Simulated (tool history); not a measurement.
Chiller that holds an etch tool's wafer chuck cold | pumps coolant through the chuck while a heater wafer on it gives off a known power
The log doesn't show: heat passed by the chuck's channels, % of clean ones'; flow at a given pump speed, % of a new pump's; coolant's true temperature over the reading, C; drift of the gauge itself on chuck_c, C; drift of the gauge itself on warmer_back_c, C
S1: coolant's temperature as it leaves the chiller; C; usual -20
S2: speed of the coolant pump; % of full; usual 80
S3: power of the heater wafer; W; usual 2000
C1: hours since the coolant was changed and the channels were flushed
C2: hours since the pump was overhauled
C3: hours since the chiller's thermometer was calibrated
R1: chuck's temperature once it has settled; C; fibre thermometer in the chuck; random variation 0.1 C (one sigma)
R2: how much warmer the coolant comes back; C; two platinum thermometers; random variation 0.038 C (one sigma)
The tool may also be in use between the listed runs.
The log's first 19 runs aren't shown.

Run 20, day 51.650: usual settings but S1 -26 C, S3 1453 W; C1 5155; C2 180; C3 368. Result: R1 -11.9 C, R2 5.89 C.
Run 21, day 55.242: usual settings but S1 -26 C, S3 1453 W; C1 5241; C2 266; C3 454. Result: R1 -11.9 C, R2 5.87 C.
Run 22, day 57.979: usual settings but S1 -26 C, S2 63 % of full, S3 2189 W; C1 5307; C2 332; C3 520. Result: R1 -1.0 C, R2 11.60 C.
Run 23, day 61.171: usual settings but S1 -11 C, S3 1695 W; C1 5383; C2 408; C3 597. Result: R1 5.4 C, R2 6.89 C.
Run 24, day 63.558: usual settings but S1 -11 C, S3 1695 W; C1 5441; C2 466; C3 654. Result: R1 5.7 C, R2 6.85 C.
Run 25, day 66.892: usual settings but S1 -11 C, S3 1695 W; C1 5521; C2 546; C3 734. Result: R1 5.8 C, R2 6.89 C.
Run 26, day 68.975: usual settings but S1 -11 C, S3 1695 W; C1 5571; C2 596; C3 784. Result: R1 5.8 C, R2 6.86 C.
Run 27, day 70.929: usual settings but S1 -11 C, S3 1695 W; C1 5618; C2 643; C3 831. Result: R1 5.7 C, R2 6.88 C.
Run 28, day 73.954: usual settings but S1 -11 C, S3 1695 W; C1 5690; C2 715; C3 904. Result: R1 5.8 C, R2 6.95 C.
Run 29, day 75.762: usual settings but S1 -21 C, S2 99 % of full, S3 2178 W; C1 5734; C2 759; C3 947. Result: R1 -2.2 C, R2 6.89 C.
Run 30, day 77.992: usual settings but S1 -12 C, S2 95 % of full; C1 5787; C2 812; C3 1000. Result: R1 5.7 C, R2 6.75 C.
Run 31, day 80.812: usual settings but S1 -12 C, S2 95 % of full; C1 5855; C2 880; C3 1068. Result: R1 5.9 C, R2 6.70 C.

Forecast each of these 3 alternatives for the next run:
Run A, day 84.100: usual settings but S3 1712 W; C1 5934; C2 959; C3 1147. Result: R1 ?, R2 ?.
Run B, day 84.100: usual settings but S2 95 % of full; C1 5934; C2 959; C3 1147. Result: R1 ?, R2 ?.
Run C, day 84.100: usual settings but S1 -21 C, S2 95 % of full, S3 1164 W; C1 5934; C2 959; C3 1147. Result: R1 ?, R2 ?.

run     R1    R2
  A   -2.9  6.97
  B   -2.2  6.74
  C  -10.5  3.92
Without the tool's hidden state the same runs would have given:
run     R1    R2
  A   -5.4  6.80
  B   -4.7  6.58
  C  -12.1  3.83

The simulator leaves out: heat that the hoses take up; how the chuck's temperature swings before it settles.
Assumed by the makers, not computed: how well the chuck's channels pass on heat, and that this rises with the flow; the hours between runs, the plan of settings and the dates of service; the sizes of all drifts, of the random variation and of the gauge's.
